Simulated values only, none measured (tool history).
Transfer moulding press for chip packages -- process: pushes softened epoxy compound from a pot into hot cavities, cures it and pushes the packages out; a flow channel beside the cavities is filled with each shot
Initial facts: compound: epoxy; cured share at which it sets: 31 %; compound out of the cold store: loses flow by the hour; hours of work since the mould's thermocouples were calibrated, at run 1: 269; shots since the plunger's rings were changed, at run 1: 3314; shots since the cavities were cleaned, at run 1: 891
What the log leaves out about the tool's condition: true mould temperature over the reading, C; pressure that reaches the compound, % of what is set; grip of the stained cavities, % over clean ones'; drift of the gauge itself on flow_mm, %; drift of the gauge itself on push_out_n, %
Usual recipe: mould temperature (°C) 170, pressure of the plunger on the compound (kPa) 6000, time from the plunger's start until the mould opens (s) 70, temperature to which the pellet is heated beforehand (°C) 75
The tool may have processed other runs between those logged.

run	hour	mould temperature (°C)	pressure of the plunger on the compound (kPa)	time from the plunger's start until the mould opens (s)	temperature to which the pellet is heated beforehand (°C)	hours of work since the mould's thermocouples were calibrated	shots since the plunger's rings were changed	shots since the cavities were cleaned	incoming compound's hours out of the cold store	length that the compound runs in the flow channel (mm)	greatest force on the pins that push the packages out (N)
1	0.0	170	6000	70	75	269	3314	891	12.7	791	576
2	10.7	170	6000	70	75	274	3424	1001	36.0	732	550
# hour 21.9: cavities cleaned with cleaning compound and waxed
3	25.5	170	6000	70	75	280	3561	37	25.8	751	357
4	44.5	170	6000	70	75	288	3756	232	8.7	796	469
5	66.1	170	6000	70	75	297	3979	455	44.0	706	497
6	75.4	170	6000	70	75	301	4074	550	40.2	715	522
7	93.0	170	6000	70	75	309	4255	731	34.1	726	561
8	109.6	170	6000	70	75	316	4425	901	36.1	719	573
9	126.0	170	6000	70	75	323	4595	1071	40.3	708	581
# hour 131.5: cavities cleaned with cleaning compound and waxed
10	146.3	170	5040	70	75	331	4787	152	35.8	656	413
11	165.5	170	6000	70	75	339	4985	350	8.5	783	530
12	175.3	173	6000	70	75	343	5086	451	21.9	745	428
13	189.2	173	7300	70	75	349	5229	594	25.3	809	450
14	198.8	173	7300	70	75	353	5327	692	22.6	812	448
15	212.6	173	7300	70	75	359	5469	834	23.7	806	440
16	223.6	170	6000	101	75	364	5583	948	19.6	751	344
17	236.5	170	6000	101	75	369	5715	1080	42.9	692	356
# hour 240.0: cavities cleaned with cleaning compound and waxed
18	248.7	170	7470	101	79	374	5825	90	43.7	773	235
19	266.1	167	7470	85	68	381	6004	269	16.7	854	397
# hour 275.5: plunger's sealing rings changed
20	279.4	167	5420	85	74	386	40	380	25.5	755	400
21	298.0	167	5420	85	74	394	231	571	8.1	795	440
22	310.8	176	5940	74	79	399	363	703	16.4	784	369
23	324.3	176	5940	74	79	405	501	841	21.4	769	373
24	334.8	176	5940	74	79	410	610	950	40.0	718	367
# hour 351.6: cavities cleaned with cleaning compound and waxed
25	353.5	176	5940	74	79	417	787	20	30.4	738	222
26	365.3	164	5340	70	79	422	907	140	29.0	744	633
27	382.8	173	6000	65	79	429	1088	321	45.5	712	421

Below are 4 alternative next runs, each starting from the tool's condition after run 27. Predict each:
A	404.1	166	6000	65	79	439	1307	540	24.8	?	?
B	404.1	170	6000	99	75	439	1307	540	22.0	?	?
C	404.1	173	7040	65	79	439	1307	540	39.9	?	?
D	404.1	176	5770	92	75	439	1307	540	38.4	?	?

run	length that the compound runs in the flow channel (mm)	greatest force on the pins that push the packages out (N)
A	789	862
B	780	335
C	778	492
D	707	295
With the hidden condition removed and each run's random variation left untouched, the same runs would have given:
run	length that the compound runs in the flow channel (mm)	greatest force on the pins that push the packages out (N)
A	801	523
B	792	200
C	789	296
D	717	176
